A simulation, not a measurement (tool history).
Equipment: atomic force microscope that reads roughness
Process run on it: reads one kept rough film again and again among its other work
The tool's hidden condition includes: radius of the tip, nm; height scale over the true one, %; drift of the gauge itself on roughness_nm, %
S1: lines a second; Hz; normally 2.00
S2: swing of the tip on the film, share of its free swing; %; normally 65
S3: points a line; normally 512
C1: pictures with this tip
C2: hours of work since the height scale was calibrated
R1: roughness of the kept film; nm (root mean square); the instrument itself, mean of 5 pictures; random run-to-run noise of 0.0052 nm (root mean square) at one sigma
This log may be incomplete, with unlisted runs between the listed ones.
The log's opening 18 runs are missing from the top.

run	day	S1	S2	S3	C1	C2	R1
19	29.025	2.00	62	372	304	1297	0.694
20	31.046	0.50	59	830	368	1322	0.728
# day 31.504: new tip fitted
21	32.958	1.05	60	831	47	1346	0.887
22	35.275	2.00	65	379	120	1375	0.789
23	37.333	2.00	65	379	185	1401	0.757
24	38.917	0.62	88	379	236	1421	0.736
25	40.958	2.23	64	732	300	1447	0.697
26	43.254	1.73	65	564	373	1476	0.689
# day 43.646: new tip fitted
27	45.479	1.73	74	562	58	1503	0.779

Forecast run 28:
28	47.608	1.27	65	734	126	1530	?

{"run 28": {"R1": 0.815}}
With no hidden state in the tool, this same run would have given R1 0.870 nm (root mean square).

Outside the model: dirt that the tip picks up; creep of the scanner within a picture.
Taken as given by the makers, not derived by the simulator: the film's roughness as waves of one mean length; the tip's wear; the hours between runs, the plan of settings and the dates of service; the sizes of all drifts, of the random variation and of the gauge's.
